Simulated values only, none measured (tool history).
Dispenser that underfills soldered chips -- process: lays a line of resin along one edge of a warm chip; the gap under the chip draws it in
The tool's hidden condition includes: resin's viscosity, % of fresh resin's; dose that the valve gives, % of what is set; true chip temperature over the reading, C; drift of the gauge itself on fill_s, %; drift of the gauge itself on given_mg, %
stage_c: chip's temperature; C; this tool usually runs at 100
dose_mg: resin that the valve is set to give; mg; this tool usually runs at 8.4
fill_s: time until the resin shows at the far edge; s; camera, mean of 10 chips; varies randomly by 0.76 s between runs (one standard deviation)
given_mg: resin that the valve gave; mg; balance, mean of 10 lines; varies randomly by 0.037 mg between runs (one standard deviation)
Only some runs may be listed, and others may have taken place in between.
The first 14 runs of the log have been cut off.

run	hour	stage_c	dose_mg	hours of work since the syringe was changed	hours of work since the valve was cleaned	hours of work since the stage was calibrated	fill_s	given_mg
# hour 132: new syringe of resin
15	139.7	100	9.35	6	88	364	100.2	8.74
# hour 148.3: new syringe of resin
16	148.3	100	9.35	0	94	370	77.2	8.67
17	162.7	100	9.35	11	105	380	126.8	8.61
# hour 164.5: new syringe of resin
18	171.8	89	8.04	5	111	387	169.5	7.39
# hour 174.1: dispensing valve cleaned and set on the balance
19	178.8	87	7.4	10	3	391	226.2	7.36
# hour 182.5: new syringe of resin
20	191.7	99	9.61	7	13	401	106.8	9.5
21	198	90	9.02	11	17	405	207.6	8.93
# hour 199.6: new syringe of resin
22	211.6	109	9.16	9	27	415	77.9	8.91
# hour 215.9: new syringe of resin
23	222.5	103	8.4	5	35	423	87.8	8.06
# hour 232.4: new syringe of resin
24	233.4	93	8.4	1	43	431	115.7	8.13
25	245.8	93	8.4	10	52	440	177.8	7.99
# hour 249.2: new syringe of resin
26	253.2	87	8.4	3	57	445	164.6	8.03
27	261	87	8.4	9	63	451	218.9	7.91
# hour 266.1: new syringe of resin
28	275.7	87	8.4	7	74	461	201.5	7.93
# hour 282.7: new syringe of resin
29	284.3	87	8.4	1	80	467	154.9	7.89
30	297	104	7.53	11	89	477	117.6	6.99
# hour 298.8: new syringe of resin
31	308.5	104	7.53	7	97	485	95.2	6.99
# hour 314.9: new syringe of resin
32	321.9	104	7.53	5	107	495	90.9	6.9
# hour 330.9: dispensing valve cleaned and set on the balance
# hour 332.4: new syringe of resin
33	337.1	104	7.53	3	4	505	80.3	7.59
34	343.9	98	7.53	9	9	510	131.6	7.56

What if the next run were any one of these 5? Each begins from the tool's condition after run 34:
# hour 348.6: new syringe of resin
A	356.1	93	9.82	6	18	519	?	?
# hour 348.6: new syringe of resin
B	356.1	102	9.43	6	18	519	?	?
# hour 348.6: new syringe of resin
C	356.1	98	7.65	6	18	519	?	?
# hour 348.6: new syringe of resin
D	356.1	85	8.53	6	18	519	?	?
# hour 348.6: new syringe of resin
E	356.1	98	9.07	6	18	519	?	?

run	fill_s	given_mg
A	138.6	9.66
B	94.6	9.3
C	115.3	7.57
D	203.9	8.42
E	114	8.96
Take away the tool's hidden state, keep each run's random variation, and the runs would have read:
run	fill_s	given_mg
A	93	9.78
B	63.9	9.42
C	77.4	7.67
D	135.5	8.52
E	76.7	9.08
